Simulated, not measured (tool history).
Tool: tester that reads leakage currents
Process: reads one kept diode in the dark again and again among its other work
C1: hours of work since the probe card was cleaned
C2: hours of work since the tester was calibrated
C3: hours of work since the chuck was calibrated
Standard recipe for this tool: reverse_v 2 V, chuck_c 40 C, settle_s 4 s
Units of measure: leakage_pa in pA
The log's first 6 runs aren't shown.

{"run": 7, "day": 49.6, "reverse_v": 2, "chuck_c": 40, "settle_s": 4, "C1": 766, "C2": 1106, "C3": 844, "leakage_pa": 163.17}
{"run": 8, "day": 55.667, "reverse_v": 2, "chuck_c": 40, "settle_s": 4.37, "C1": 869, "C2": 1209, "C3": 948, "leakage_pa": 161.85}
{"run": 9, "day": 61.554, "reverse_v": 2, "chuck_c": 40, "settle_s": 4.37, "C1": 970, "C2": 1310, "C3": 1048, "leakage_pa": 160.66}
{"run": 10, "day": 68.496, "reverse_v": 10.09, "chuck_c": 40, "settle_s": 4, "C1": 1088, "C2": 1428, "C3": 1166, "leakage_pa": 289.54}
{"run": 11, "day": 73.358, "reverse_v": 10.09, "chuck_c": 40, "settle_s": 4, "C1": 1171, "C2": 1511, "C3": 1249, "leakage_pa": 287.52}
{"run": 12, "day": 77.621, "reverse_v": 10.09, "chuck_c": 40, "settle_s": 4, "C1": 1244, "C2": 1584, "C3": 1322, "leakage_pa": 286.47}
{"run": 13, "day": 87.538, "reverse_v": 10.09, "chuck_c": 40, "settle_s": 4, "C1": 1413, "C2": 1753, "C3": 1491, "leakage_pa": 284.97}
{"run": 14, "day": 94.925, "reverse_v": 10.09, "chuck_c": 40, "settle_s": 4, "C1": 1539, "C2": 1879, "C3": 1617, "leakage_pa": 283.85}
{"run": 15, "day": 104.588, "reverse_v": 10.09, "chuck_c": 40, "settle_s": 4, "C1": 1704, "C2": 2044, "C3": 1782, "leakage_pa": 281.77}
{"day": 105.767, "done": "chuck's temperature calibrated"}
{"run": 16, "day": 113.992, "reverse_v": 10.09, "chuck_c": 40, "settle_s": 4, "C1": 1863, "C2": 2203, "C3": 140, "leakage_pa": 307.06}
{"run": 17, "day": 122.038, "reverse_v": 10.09, "chuck_c": 40, "settle_s": 4, "C1": 2000, "C2": 2340, "C3": 278, "leakage_pa": 305.66}
{"run": 18, "day": 126.738, "reverse_v": 2, "chuck_c": 40, "settle_s": 4, "C1": 2080, "C2": 2420, "C3": 358, "leakage_pa": 167.5}
{"run": 19, "day": 130.862, "reverse_v": 2, "chuck_c": 43, "settle_s": 4, "C1": 2151, "C2": 2491, "C3": 428, "leakage_pa": 205.71}
{"day": 134.312, "done": "probe card cleaned and baked"}
{"run": 20, "day": 136.471, "reverse_v": 2, "chuck_c": 43, "settle_s": 4, "C1": 37, "C2": 2584, "C3": 522, "leakage_pa": 203.67}
{"run": 21, "day": 140.788, "reverse_v": 2, "chuck_c": 43, "settle_s": 4, "C1": 110, "C2": 2658, "C3": 595, "leakage_pa": 203.49}
{"run": 22, "day": 146.067, "reverse_v": 2, "chuck_c": 23, "settle_s": 1.74, "C1": 201, "C2": 2748, "C3": 685, "leakage_pa": 47.86}
{"run": 23, "day": 154.079, "reverse_v": 17.54, "chuck_c": 21, "settle_s": 2.18, "C1": 337, "C2": 2885, "C3": 822, "leakage_pa": 91.28}
{"run": 24, "day": 163.625, "reverse_v": 16.54, "chuck_c": 40, "settle_s": 9.36, "C1": 500, "C2": 3048, "C3": 985, "leakage_pa": 351.18}
{"run": 25, "day": 169.388, "reverse_v": 7.13, "chuck_c": 38, "settle_s": 9.36, "C1": 598, "C2": 3146, "C3": 1083, "leakage_pa": 223.59}
{"run": 26, "day": 174.429, "reverse_v": 7.13, "chuck_c": 38, "settle_s": 2.15, "C1": 684, "C2": 3232, "C3": 1169, "leakage_pa": 222.51}

What does the tool deliver on the next run?
{"run": 27, "day": 178.967, "reverse_v": 2, "chuck_c": 23, "settle_s": 4, "C1": 762, "C2": 3309, "C3": 1247, "leakage_pa": "?"}

Run 27 yielded leakage_pa 46.6 pA.
Without the tool's hidden state the same run would have given leakage_pa 49.64 pA.
